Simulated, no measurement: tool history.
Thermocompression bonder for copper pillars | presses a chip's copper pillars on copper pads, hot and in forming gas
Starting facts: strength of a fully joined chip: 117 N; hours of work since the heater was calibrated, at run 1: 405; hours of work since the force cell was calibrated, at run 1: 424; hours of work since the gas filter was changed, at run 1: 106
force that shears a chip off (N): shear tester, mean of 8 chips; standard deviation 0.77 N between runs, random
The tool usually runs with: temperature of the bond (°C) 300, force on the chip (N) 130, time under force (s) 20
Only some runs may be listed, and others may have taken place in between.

| run | hour | temperature of the bond (°C) | force on the chip (N) | time under force (s) | hours of work since the heater was calibrated | hours of work since the force cell was calibrated | hours of work since the gas filter was changed | force that shears a chip off (N) |
|---|---|---|---|---|---|---|---|---|
| 1 | 0 | 300 | 130 | 20 | 405 | 424 | 106 | 54 |
| 2 | 8 | 300 | 130 | 20 | 411 | 430 | 112 | 53.7 |
| 3 | 15.8 | 300 | 121 | 20 | 417 | 436 | 118 | 52.3 |
| 4 | 27.8 | 300 | 130 | 20 | 426 | 445 | 127 | 54.7 |
| 5 | 37.6 | 300 | 130 | 20 | 433 | 453 | 135 | 53.6 |
| 6 | 55.2 | 300 | 130 | 20 | 447 | 466 | 148 | 53 |
| 7 | 68 | 300 | 130 | 20 | 457 | 476 | 158 | 54 |
| 8 | 86.2 | 300 | 130 | 20 | 471 | 490 | 172 | 53.3 |
| 9 | 100 | 300 | 130 | 20 | 481 | 501 | 182 | 51.9 |
| 10 | 111.3 | 300 | 130 | 20 | 490 | 509 | 191 | 52.7 |
| 11 | 120 | 300 | 130 | 20 | 497 | 516 | 198 | 51 |
| 12 | 137.5 | 300 | 130 | 20 | 510 | 529 | 211 | 49.8 |
| 13 | 154.3 | 300 | 129 | 20 | 523 | 542 | 224 | 49.4 |
| 14 | 163.9 | 300 | 129 | 20 | 530 | 550 | 231 | 52.3 |
| 15 | 175.4 | 300 | 130 | 46 | 539 | 559 | 240 | 66.9 |
| 16 | 191.4 | 300 | 130 | 46 | 551 | 571 | 253 | 67.9 |
|  | 196.6 | forming gas filter changed |
| 17 | 202 | 288 | 130 | 16 | 559 | 579 | 4 | 40.5 |
| 18 | 214.1 | 300 | 111 | 11 | 568 | 588 | 13 | 39 |
| 19 | 225.2 | 312 | 179 | 35 | 577 | 596 | 22 | 87.2 |
| 20 | 238.4 | 329 | 125 | 30 | 587 | 606 | 32 | 82.5 |
| 21 | 246.5 | 315 | 129 | 12 | 593 | 613 | 38 | 55 |
| 22 | 264 | 308 | 130 | 24 | 607 | 626 | 52 | 62.1 |
| 23 | 277.9 | 306 | 130 | 20 | 617 | 637 | 62 | 57.2 |
| 24 | 287 | 306 | 130 | 20 | 624 | 644 | 69 | 56.5 |
| 25 | 295.4 | 292 | 142 | 27 | 631 | 650 | 76 | 55 |
| 26 | 309.6 | 315 | 98 | 45 | 642 | 661 | 87 | 69 |
| 27 | 323.5 | 295 | 78 | 11 | 652 | 672 | 97 | 26.1 |
| 28 | 336.2 | 295 | 78 | 11 | 662 | 681 | 107 | 25.6 |
| 29 | 349.9 | 309 | 78 | 48 | 672 | 692 | 118 | 57.2 |
| 30 | 368.8 | 291 | 100 | 14 | 687 | 706 | 132 | 31.9 |
| 31 | 378.9 | 326 | 107 | 38 | 695 | 714 | 140 | 76.7 |

Each row is a separate what-if for the run after 31, all from the same tool condition, not one after another. Results?
| A | 397.1 | 283 | 168 | 38 | 709 | 728 | 154 | ? |
| B | 397.1 | 308 | 118 | 10 | 709 | 728 | 154 | ? |
| C | 397.1 | 325 | 130 | 20 | 709 | 728 | 154 | ? |

| run | force that shears a chip off (N) |
|---|---|
| A | 58.7 |
| B | 41.6 |
| C | 69.8 |
Stripped of hidden state, with their random variation kept, the same runs would have yielded:
| run | force that shears a chip off (N) |
|---|---|
| A | 67.9 |
| B | 48.3 |
| C | 78.3 |
